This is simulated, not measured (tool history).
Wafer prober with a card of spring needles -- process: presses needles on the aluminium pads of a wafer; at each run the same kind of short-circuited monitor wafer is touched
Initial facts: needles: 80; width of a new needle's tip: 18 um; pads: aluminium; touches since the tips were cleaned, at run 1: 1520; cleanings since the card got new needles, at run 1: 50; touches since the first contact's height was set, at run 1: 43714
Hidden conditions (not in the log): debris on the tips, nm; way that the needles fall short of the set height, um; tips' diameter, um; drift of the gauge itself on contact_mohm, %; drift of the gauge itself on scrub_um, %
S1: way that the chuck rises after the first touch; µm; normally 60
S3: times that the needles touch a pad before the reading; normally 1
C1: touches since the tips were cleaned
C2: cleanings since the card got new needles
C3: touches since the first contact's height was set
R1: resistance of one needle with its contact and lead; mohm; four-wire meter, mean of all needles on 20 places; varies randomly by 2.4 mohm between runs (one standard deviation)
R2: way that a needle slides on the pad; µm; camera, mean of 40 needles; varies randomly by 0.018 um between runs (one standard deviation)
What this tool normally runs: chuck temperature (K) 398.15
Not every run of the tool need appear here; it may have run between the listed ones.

{"run": 1, "hour": 0.0, "S1": 60, "chuck temperature (K)": 398.15, "S3": 1, "C1": 1520, "C2": 50, "C3": 43714, "R1": 279, "R2": 13.54}
{"hour": 9.9, "done": "tips cleaned on abrasive film"}
{"hour": 27.0, "done": "tips cleaned on abrasive film"}
{"hour": 43.7, "done": "tips cleaned on abrasive film"}
{"run": 2, "hour": 57.1, "S1": 60, "chuck temperature (K)": 398.15, "S3": 1, "C1": 3886, "C2": 53, "C3": 60168, "R1": 296, "R2": 13.48}
{"hour": 60.6, "done": "tips cleaned on abrasive film"}
{"hour": 74.3, "done": "tips cleaned on abrasive film"}
{"hour": 78.0, "done": "height of the first contact set anew"}
{"hour": 91.6, "done": "tips cleaned on abrasive film"}
{"run": 3, "hour": 101.1, "S1": 60, "chuck temperature (K)": 398.15, "S3": 1, "C1": 2738, "C2": 56, "C3": 6663, "R1": 292, "R2": 13.64}
{"hour": 108.0, "done": "tips cleaned on abrasive film"}
{"hour": 124.9, "done": "tips cleaned on abrasive film"}
{"hour": 141.9, "done": "tips cleaned on abrasive film"}
{"hour": 158.6, "done": "tips cleaned on abrasive film"}
{"run": 4, "hour": 160.5, "S1": 47, "chuck temperature (K)": 398.15, "S3": 1, "C1": 540, "C2": 60, "C3": 23736, "R1": 287, "R2": 10.65}
{"hour": 174.1, "done": "tips cleaned on abrasive film"}
{"hour": 191.2, "done": "tips cleaned on abrasive film"}
{"hour": 207.8, "done": "tips cleaned on abrasive film"}
{"run": 5, "hour": 207.8, "S1": 47, "chuck temperature (K)": 398.15, "S3": 1, "C1": 0, "C2": 63, "C3": 37361, "R1": 283, "R2": 10.56}
{"hour": 224.9, "done": "tips cleaned on abrasive film"}
{"hour": 238.5, "done": "tips cleaned on abrasive film"}
{"hour": 255.6, "done": "tips cleaned on abrasive film"}
{"hour": 272.4, "done": "tips cleaned on abrasive film"}
{"run": 6, "hour": 281.0, "S1": 47, "chuck temperature (K)": 398.15, "S3": 1, "C1": 2499, "C2": 67, "C3": 58427, "R1": 307, "R2": 10.51}
{"hour": 287.9, "done": "tips cleaned on abrasive film"}
{"hour": 304.9, "done": "tips cleaned on abrasive film"}
{"hour": 305.2, "done": "height of the first contact set anew"}
{"run": 7, "hour": 311.0, "S1": 47, "chuck temperature (K)": 398.15, "S3": 1, "C1": 1670, "C2": 69, "C3": 1670, "R1": 297, "R2": 10.69}
{"hour": 321.3, "done": "tips cleaned on abrasive film"}
{"hour": 338.3, "done": "tips cleaned on abrasive film"}
{"hour": 355.4, "done": "tips cleaned on abrasive film"}
{"hour": 372.4, "done": "tips cleaned on abrasive film"}
{"run": 8, "hour": 372.5, "S1": 47, "chuck temperature (K)": 398.15, "S3": 1, "C1": 21, "C2": 73, "C3": 19354, "R1": 286, "R2": 10.64}
{"hour": 386.1, "done": "tips cleaned on abrasive film"}
{"hour": 403.1, "done": "tips cleaned on abrasive film"}
{"hour": 419.9, "done": "tips cleaned on abrasive film"}
{"run": 9, "hour": 428.8, "S1": 58, "chuck temperature (K)": 398.15, "S3": 1, "C1": 2559, "C2": 76, "C3": 35571, "R1": 292, "R2": 13.08}
{"hour": 435.7, "done": "tips cleaned on abrasive film"}
{"hour": 452.7, "done": "tips cleaned on abrasive film"}
{"hour": 469.6, "done": "tips cleaned on abrasive film"}
{"run": 10, "hour": 479.6, "S1": 60, "chuck temperature (K)": 398.15, "S3": 1, "C1": 2918, "C2": 79, "C3": 50209, "R1": 286, "R2": 13.47}
{"hour": 486.5, "done": "tips cleaned on abrasive film"}
{"hour": 500.2, "done": "tips cleaned on abrasive film"}
{"hour": 517.0, "done": "tips cleaned on abrasive film"}
{"hour": 534.0, "done": "tips cleaned on abrasive film"}
{"hour": 534.3, "done": "height of the first contact set anew"}
{"run": 11, "hour": 540.0, "S1": 51, "chuck temperature (K)": 398.15, "S3": 1, "C1": 1645, "C2": 83, "C3": 1645, "R1": 297, "R2": 11.6}
{"hour": 550.3, "done": "tips cleaned on abrasive film"}
{"hour": 566.9, "done": "tips cleaned on abrasive film"}
{"hour": 583.7, "done": "tips cleaned on abrasive film"}
{"run": 12, "hour": 590.9, "S1": 46, "chuck temperature (K)": 398.15, "S3": 1, "C1": 2088, "C2": 86, "C3": 16292, "R1": 307, "R2": 10.42}
{"hour": 597.5, "done": "tips cleaned on abrasive film"}
{"hour": 614.6, "done": "tips cleaned on abrasive film"}
{"hour": 631.6, "done": "tips cleaned on abrasive film"}
{"run": 13, "hour": 640.4, "S1": 45, "chuck temperature (K)": 398.15, "S3": 1, "C1": 2540, "C2": 89, "C3": 30529, "R1": 313, "R2": 10.13}
{"hour": 647.3, "done": "tips cleaned on abrasive film"}
{"hour": 664.1, "done": "tips cleaned on abrasive film"}
{"hour": 681.1, "done": "tips cleaned on abrasive film"}
{"run": 14, "hour": 690.6, "S1": 45, "chuck temperature (K)": 398.15, "S3": 1, "C1": 2749, "C2": 92, "C3": 44982, "R1": 317, "R2": 10.08}
{"hour": 697.5, "done": "tips cleaned on abrasive film"}
{"hour": 714.5, "done": "tips cleaned on abrasive film"}
{"hour": 731.2, "done": "tips cleaned on abrasive film"}
{"hour": 748.0, "done": "tips cleaned on abrasive film"}
{"hour": 761.6, "done": "tips cleaned on abrasive film"}
{"hour": 761.9, "done": "height of the first contact set anew"}
{"run": 15, "hour": 764.1, "S1": 45, "chuck temperature (K)": 398.15, "S3": 1, "C1": 633, "C2": 97, "C3": 633, "R1": 294, "R2": 10.26}
{"hour": 777.3, "done": "tips cleaned on abrasive film"}
{"hour": 794.4, "done": "tips cleaned on abrasive film"}
{"hour": 810.6, "done": "tips cleaned on abrasive film"}
{"run": 16, "hour": 810.6, "S1": 60, "chuck temperature (K)": 360.15, "S3": 1, "C1": 0, "C2": 100, "C3": 13994, "R1": 264, "R2": 13.61}
{"hour": 827.5, "done": "tips cleaned on abrasive film"}
{"hour": 844.1, "done": "tips cleaned on abrasive film"}
{"hour": 861.1, "done": "tips cleaned on abrasive film"}
{"run": 17, "hour": 862.3, "S1": 69, "chuck temperature (K)": 398.15, "S3": 1, "C1": 335, "C2": 103, "C3": 28879, "R1": 276, "R2": 15.59}
{"hour": 875.7, "done": "tips cleaned on abrasive film"}
{"hour": 889.4, "done": "tips cleaned on abrasive film"}
{"hour": 906.1, "done": "tips cleaned on abrasive film"}
{"run": 18, "hour": 915.4, "S1": 77, "chuck temperature (K)": 367.15, "S3": 2, "C1": 2675, "C2": 106, "C3": 44156, "R1": 270, "R2": 17.37}
{"hour": 922.2, "done": "tips cleaned on abrasive film"}
{"hour": 938.9, "done": "tips cleaned on abrasive film"}
{"hour": 955.9, "done": "tips cleaned on abrasive film"}
{"hour": 973.0, "done": "tips cleaned on abrasive film"}
{"hour": 988.1, "done": "tips cleaned on abrasive film"}
{"run": 19, "hour": 988.1, "S1": 77, "chuck temperature (K)": 316.15, "S3": 2, "C1": 0, "C2": 111, "C3": 65074, "R1": 246, "R2": 17.26}
{"hour": 991.8, "done": "height of the first contact set anew"}
{"hour": 1005.5, "done": "tips cleaned on abrasive film"}
{"run": 20, "hour": 1018.0, "S1": 46, "chuck temperature (K)": 391.15, "S3": 2, "C1": 3623, "C2": 112, "C3": 7549, "R1": 301, "R2": 10.45}
{"hour": 1021.5, "done": "tips cleaned on abrasive film"}
{"hour": 1038.1, "done": "tips cleaned on abrasive film"}
{"hour": 1054.7, "done": "tips cleaned on abrasive film"}
{"run": 21, "hour": 1056.7, "S1": 45, "chuck temperature (K)": 301.15, "S3": 2, "C1": 567, "C2": 115, "C3": 18670, "R1": 263, "R2": 10.18}
{"hour": 1070.1, "done": "tips cleaned on abrasive film"}
{"hour": 1087.0, "done": "tips cleaned on abrasive film"}
{"run": 22, "hour": 1091.6, "S1": 70, "chuck temperature (K)": 314.15, "S3": 2, "C1": 1326, "C2": 117, "C3": 28705, "R1": 253, "R2": 15.83}
{"hour": 1101.8, "done": "tips cleaned on abrasive film"}
{"hour": 1118.6, "done": "tips cleaned on abrasive film"}
{"run": 23, "hour": 1127.3, "S1": 70, "chuck temperature (K)": 314.15, "S3": 2, "C1": 2516, "C2": 119, "C3": 38982, "R1": 253, "R2": 15.82}

What does the tool deliver on the next run?
{"hour": 1134.1, "done": "tips cleaned on abrasive film"}
{"hour": 1151.2, "done": "tips cleaned on abrasive film"}
{"run": 24, "hour": 1164.4, "S1": 41, "chuck temperature (K)": 318.15, "S3": 3, "C1": 3842, "C2": 121, "C3": 49692, "R1": "?", "R2": "?"}

R1: 281 mohm
R2: 9.17 µm
On a tool with no hidden condition, and with the same random variation, this run would have come out at R1 256 mohm, R2 9.31 µm.

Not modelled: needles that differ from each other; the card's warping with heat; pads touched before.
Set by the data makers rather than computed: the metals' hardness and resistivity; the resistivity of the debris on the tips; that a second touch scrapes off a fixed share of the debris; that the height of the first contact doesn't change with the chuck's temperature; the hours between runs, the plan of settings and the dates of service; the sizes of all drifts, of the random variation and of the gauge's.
